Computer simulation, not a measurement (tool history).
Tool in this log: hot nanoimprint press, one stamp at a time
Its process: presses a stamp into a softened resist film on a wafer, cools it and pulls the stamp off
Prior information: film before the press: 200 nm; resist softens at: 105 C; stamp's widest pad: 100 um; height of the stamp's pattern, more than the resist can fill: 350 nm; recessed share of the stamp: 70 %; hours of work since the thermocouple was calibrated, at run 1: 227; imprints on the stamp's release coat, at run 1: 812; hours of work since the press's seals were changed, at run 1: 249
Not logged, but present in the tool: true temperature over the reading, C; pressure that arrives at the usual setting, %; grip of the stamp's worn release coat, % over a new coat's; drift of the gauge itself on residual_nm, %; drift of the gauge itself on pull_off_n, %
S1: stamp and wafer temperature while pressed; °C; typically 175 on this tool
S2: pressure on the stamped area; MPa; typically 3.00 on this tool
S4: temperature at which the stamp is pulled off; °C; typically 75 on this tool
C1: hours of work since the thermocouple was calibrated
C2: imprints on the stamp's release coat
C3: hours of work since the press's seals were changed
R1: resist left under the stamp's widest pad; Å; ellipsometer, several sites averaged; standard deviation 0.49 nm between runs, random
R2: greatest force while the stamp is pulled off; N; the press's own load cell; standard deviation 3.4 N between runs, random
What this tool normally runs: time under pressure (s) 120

Run 1, day 0.000: usual settings; C1 227; C2 812; C3 249. Result: R1 1017 Å, R2 164 N.
Run 2, day 0.475: usual settings; C1 234; C2 842; C3 256. Result: R1 1009 Å, R2 165 N.
Run 3, day 0.838: usual settings; C1 239; C2 864; C3 262. Result: R1 1002 Å, R2 166 N.
Run 4, day 1.133: usual settings but S2 3.84 MPa; C1 244; C2 883; C3 266. Result: R1 901 Å, R2 166 N.
Run 5, day 1.467: usual settings but S2 3.84 MPa; C1 249; C2 904; C3 271. Result: R1 908 Å, R2 170 N.
Run 6, day 1.883: usual settings but S4 74 °C; C1 255; C2 930; C3 277. Result: R1 1000 Å, R2 164 N.
Run 7, day 2.146: usual settings but S1 184 °C, S4 74 °C; C1 259; C2 946; C3 281. Result: R1 661 Å, R2 166 N.
Run 8, day 2.508: usual settings; C1 264; C2 969; C3 287. Result: R1 1006 Å, R2 166 N.
Run 9, day 2.838: usual settings; C1 269; C2 989; C3 292. Result: R1 1014 Å, R2 162 N.
Run 10, day 3.196: usual settings; C1 275; C2 1012; C3 297. Result: R1 1012 Å, R2 163 N.
Run 11, day 3.562: usual settings; C1 280; C2 1034; C3 303. Result: R1 1013 Å, R2 164 N.
At day 3.771: plate thermocouple calibrated.
Run 12, day 4.125: usual settings; C1 5; C2 1062; C3 309. Result: R1 1021 Å, R2 163 N.
Run 13, day 4.400: usual settings; C1 9; C2 1079; C3 313. Result: R1 1003 Å, R2 162 N.
Run 14, day 4.696: usual settings; C1 14; C2 1097; C3 318. Result: R1 1010 Å, R2 160 N.
Run 15, day 4.946: usual settings but S1 178 °C; C1 18; C2 1113; C3 321. Result: R1 872 Å, R2 171 N.
Run 16, day 5.429: usual settings but S1 178 °C, S2 2.36 MPa; C1 25; C2 1143; C3 329. Result: R1 969 Å, R2 167 N.
Run 17, day 5.812: usual settings but S1 178 °C, S2 2.36 MPa, time under pressure (s) 63, S4 77 °C; C1 31; C2 1167; C3 334. Result: R1 1203 Å, R2 155 N.
Run 18, day 6.279: usual settings but S2 3.16 MPa, S4 74 °C; C1 38; C2 1196; C3 341. Result: R1 988 Å, R2 172 N.
Run 19, day 6.750: usual settings but time under pressure (s) 115; C1 45; C2 1226; C3 348. Result: R1 1030 Å, R2 161 N.
Run 20, day 6.983: usual settings but time under pressure (s) 115; C1 48; C2 1240; C3 352. Result: R1 1032 Å, R2 167 N.
Run 21, day 7.425: usual settings but time under pressure (s) 115; C1 55; C2 1268; C3 358. Result: R1 1031 Å, R2 162 N.
Run 22, day 7.875: usual settings but S2 2.93 MPa, time under pressure (s) 140, S4 82 °C; C1 61; C2 1296; C3 365. Result: R1 962 Å, R2 134 N.
Run 23, day 8.300: usual settings but S1 168 °C, S2 2.39 MPa, time under pressure (s) 208; C1 68; C2 1322; C3 372. Result: R1 1274 Å, R2 168 N.
Run 24, day 8.583: usual settings but S1 168 °C, S2 2.44 MPa, time under pressure (s) 225; C1 72; C2 1340; C3 376. Result: R1 1229 Å, R2 161 N.
Run 25, day 8.800: usual settings but S1 168 °C, S2 2.44 MPa, time under pressure (s) 77; C1 75; C2 1354; C3 379. Result: R1 1599 Å, R2 167 N.
Run 26, day 9.217: usual settings but S2 2.10 MPa, time under pressure (s) 210, S4 70 °C; C1 82; C2 1380; C3 385. Result: R1 965 Å, R2 189 N.
Run 27, day 9.662: usual settings but S1 178 °C, S2 4.30 MPa, S4 69 °C; C1 88; C2 1407; C3 392. Result: R1 738 Å, R2 189 N.
Run 28, day 9.883: usual settings but S1 173 °C, time under pressure (s) 74; C1 92; C2 1421; C3 395. Result: R1 1288 Å, R2 162 N.
Run 29, day 10.125: usual settings but S1 173 °C, time under pressure (s) 74; C1 95; C2 1436; C3 399. Result: R1 1293 Å, R2 165 N.
Run 30, day 10.562: usual settings but S1 173 °C, time under pressure (s) 74; C1 102; C2 1464; C3 405. Result: R1 1288 Å, R2 171 N.

Take each entry between the runs: how does the hidden state at the last listed run before it differ from the hidden state at the first listed run after it?
Logged between run 11 and run 12: plate thermocouple calibrated (day 3.771)
  true temperature over the reading, C: -0.02 -> 0; grip of the stamp's worn release coat, % over a new coat's: 0.4 -> 0.5
